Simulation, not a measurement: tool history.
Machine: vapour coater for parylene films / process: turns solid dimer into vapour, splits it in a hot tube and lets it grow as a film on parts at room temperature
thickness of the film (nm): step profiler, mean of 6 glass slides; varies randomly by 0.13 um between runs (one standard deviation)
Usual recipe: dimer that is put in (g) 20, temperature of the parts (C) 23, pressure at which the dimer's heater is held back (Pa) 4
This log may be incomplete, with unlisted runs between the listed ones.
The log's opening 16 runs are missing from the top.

run    hour  dimer that is put in (g)  temperature of the parts (C)  pressure at which the dimer's heater is held back (Pa)  thickness of the film (nm)
 17   593.3                        20                            33                                                       4                       10230
      631.1  -- table's thermometer calibrated, once more
 18   641.8                        20                            33                                                       4                       10050
 19   680.4                        27                            23                                                       4                       18680
 20   724.8                        27                            23                                                       4                       18650
 21   770.1                        27                            23                                                       4                       18300
 22   815.3                        27                            23                                                       4                       18180
        827  -- trap's valve overhauled
 23   854.4                        27                            23                                                       4                       21060
 24   881.5                        27                            28                                                   11.91                       15740
 25   908.5                        11                            19                                                     8.1                        9050
 26   949.7                        21                            20                                                    4.65                       17320
 27   984.2                        20                            29                                                    2.26                       12990
 28  1006.1                        15                            20                                                    2.26                       13300
 29    1051                        15                            20                                                    2.26                       13170
 30  1090.3                        29                            23                                                       4                       21530
 31  1112.2                        10                            20                                                    7.17                        7710
 32  1161.9                        11                            16                                                    3.01                       10360
 33  1198.3                        13                            16                                                     2.9                       12190
 34  1240.1                        13                            16                                                     2.9                       12090
 35  1282.4                        13                            16                                                     2.9                       11900
 36  1323.3                        20                            23                                                    5.74                       13420
 37  1362.8                        20                            23                                                    5.74                       13340
 38    1393                        16                            18                                                     7.3                       12060
     1405.4  -- trap's valve overhauled
 39    1425                        16                            26                                                     7.3                       10700

What will run 40 give?
 40  1471.1                        20                            23                                                       4                           ?

Run 40 measured thickness of the film (nm) 15290.
With the hidden condition absent and the run-to-run variation left alone, this run would have shown thickness of the film (nm) 15530.
